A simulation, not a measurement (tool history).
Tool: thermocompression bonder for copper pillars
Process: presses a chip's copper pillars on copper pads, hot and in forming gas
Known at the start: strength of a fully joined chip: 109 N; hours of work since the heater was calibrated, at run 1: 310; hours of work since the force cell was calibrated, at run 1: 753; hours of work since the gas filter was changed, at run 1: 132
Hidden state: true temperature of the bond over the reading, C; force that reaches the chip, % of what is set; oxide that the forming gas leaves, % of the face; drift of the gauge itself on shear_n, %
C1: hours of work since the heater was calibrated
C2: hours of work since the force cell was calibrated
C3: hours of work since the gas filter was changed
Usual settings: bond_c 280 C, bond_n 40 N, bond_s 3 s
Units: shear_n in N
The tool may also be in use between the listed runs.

run 1 hour=0.0 | bond_c=280 bond_n=40 bond_s=3 | C1=310 C2=753 C3=132 | shear_n=59.2
-- hour=18.0 forming gas filter changed
run 2 hour=40.0 | bond_c=280 bond_n=40 bond_s=3 | C1=328 C2=771 C3=10 | shear_n=62.4
run 3 hour=78.0 | bond_c=280 bond_n=45 bond_s=3 | C1=346 C2=788 C3=27 | shear_n=68.8
run 4 hour=107.2 | bond_c=280 bond_n=45 bond_s=3 | C1=359 C2=802 C3=41 | shear_n=68.1
run 5 hour=129.9 | bond_c=280 bond_n=40 bond_s=5 | C1=369 C2=812 C3=51 | shear_n=72.2
run 6 hour=173.5 | bond_c=280 bond_n=40 bond_s=5 | C1=389 C2=832 C3=71 | shear_n=70.6
run 7 hour=206.2 | bond_c=280 bond_n=40 bond_s=3 | C1=404 C2=847 C3=86 | shear_n=60.8
run 8 hour=229.2 | bond_c=280 bond_n=40 bond_s=3 | C1=414 C2=857 C3=96 | shear_n=59.8
run 9 hour=272.6 | bond_c=280 bond_n=40 bond_s=3 | C1=434 C2=877 C3=116 | shear_n=59.5
run 10 hour=298.5 | bond_c=280 bond_n=40 bond_s=3 | C1=446 C2=889 C3=128 | shear_n=59.3
run 11 hour=320.1 | bond_c=280 bond_n=40 bond_s=3 | C1=456 C2=898 C3=137 | shear_n=59.5
-- hour=323.1 forming gas filter changed
run 12 hour=345.4 | bond_c=280 bond_n=40 bond_s=3 | C1=467 C2=910 C3=10 | shear_n=63.2
run 13 hour=387.6 | bond_c=280 bond_n=40 bond_s=3 | C1=486 C2=929 C3=29 | shear_n=62.2
run 14 hour=426.5 | bond_c=280 bond_n=40 bond_s=3 | C1=504 C2=947 C3=47 | shear_n=61.5
run 15 hour=456.5 | bond_c=280 bond_n=35 bond_s=3 | C1=518 C2=960 C3=61 | shear_n=54.6
-- hour=461.3 heater calibrated with a thermocouple chip
run 16 hour=501.9 | bond_c=280 bond_n=35 bond_s=3 | C1=18 C2=980 C3=80 | shear_n=54.7
run 17 hour=524.3 | bond_c=280 bond_n=35 bond_s=3 | C1=29 C2=990 C3=91 | shear_n=54.3
run 18 hour=553.7 | bond_c=280 bond_n=35 bond_s=3 | C1=42 C2=1003 C3=104 | shear_n=54.0
run 19 hour=582.7 | bond_c=280 bond_n=35 bond_s=3 | C1=55 C2=1017 C3=117 | shear_n=53.8
run 20 hour=608.8 | bond_c=280 bond_n=35 bond_s=3 | C1=67 C2=1028 C3=129 | shear_n=53.5
-- hour=630.1 forming gas filter changed
run 21 hour=636.6 | bond_c=284 bond_n=34 bond_s=3 | C1=79 C2=1041 C3=3 | shear_n=58.4
run 22 hour=670.4 | bond_c=263 bond_n=34 bond_s=2 | C1=95 C2=1056 C3=18 | shear_n=36.6
-- hour=689.2 heater calibrated with a thermocouple chip, once more
run 23 hour=705.0 | bond_c=265 bond_n=40 bond_s=5 | C1=7 C2=1071 C3=33 | shear_n=59.0
run 24 hour=733.1 | bond_c=260 bond_n=40 bond_s=5 | C1=20 C2=1084 C3=46 | shear_n=54.6
run 25 hour=771.9 | bond_c=280 bond_n=34 bond_s=3 | C1=38 C2=1101 C3=64 | shear_n=51.6
run 26 hour=801.6 | bond_c=280 bond_n=34 bond_s=3 | C1=51 C2=1115 C3=77 | shear_n=50.9
run 27 hour=841.7 | bond_c=280 bond_n=25 bond_s=8 | C1=69 C2=1133 C3=95 | shear_n=52.8
run 28 hour=882.0 | bond_c=280 bond_n=24 bond_s=3 | C1=88 C2=1151 C3=114 | shear_n=35.1
run 29 hour=922.5 | bond_c=280 bond_n=24 bond_s=3 | C1=106 C2=1170 C3=132 | shear_n=34.2
-- hour=938.4 forming gas filter changed
run 30 hour=941.9 | bond_c=280 bond_n=24 bond_s=3 | C1=115 C2=1178 C3=2 | shear_n=36.7
run 31 hour=961.4 | bond_c=266 bond_n=25 bond_s=7 | C1=123 C2=1187 C3=10 | shear_n=42.1
run 32 hour=980.6 | bond_c=272 bond_n=28 bond_s=3 | C1=132 C2=1196 C3=19 | shear_n=38.4
run 33 hour=1003.0 | bond_c=271 bond_n=39 bond_s=4 | C1=142 C2=1206 C3=29 | shear_n=59.0
run 34 hour=1037.4 | bond_c=275 bond_n=31 bond_s=7 | C1=158 C2=1222 C3=45 | shear_n=58.9
run 35 hour=1060.0 | bond_c=275 bond_n=31 bond_s=7 | C1=168 C2=1232 C3=55 | shear_n=58.8

Measured less the same run without the tool's hidden state. The same run-to-run variation is in both; the gauge's scatter may not be:
run=1 shear_n=-4.2
run=2 shear_n=-0.8
run=3 shear_n=-1.4
run=4 shear_n=-1.8
run=5 shear_n=-2.2
run=6 shear_n=-2.8
run=7 shear_n=-2.9
run=8 shear_n=-3.2
run=9 shear_n=-3.8
run=10 shear_n=-4.2
run=11 shear_n=-4.4
run=12 shear_n=-0.5
run=13 shear_n=-1.0
run=14 shear_n=-1.5
run=15 shear_n=-1.6
run=16 shear_n=-1.4
run=17 shear_n=-1.7
run=18 shear_n=-2.1
run=19 shear_n=-2.3
run=20 shear_n=-2.7
run=21 shear_n=+0.7
run=22 shear_n=+0.5
run=23 shear_n=-2.6
run=24 shear_n=-2.8
run=25 shear_n=-3.2
run=26 shear_n=-3.5
run=27 shear_n=-4.1
run=28 shear_n=-3.1
run=29 shear_n=-3.4
run=30 shear_n=-1.0
run=31 shear_n=-1.3
run=32 shear_n=-1.3
run=33 shear_n=-2.1
run=34 shear_n=-2.5
run=35 shear_n=-2.8

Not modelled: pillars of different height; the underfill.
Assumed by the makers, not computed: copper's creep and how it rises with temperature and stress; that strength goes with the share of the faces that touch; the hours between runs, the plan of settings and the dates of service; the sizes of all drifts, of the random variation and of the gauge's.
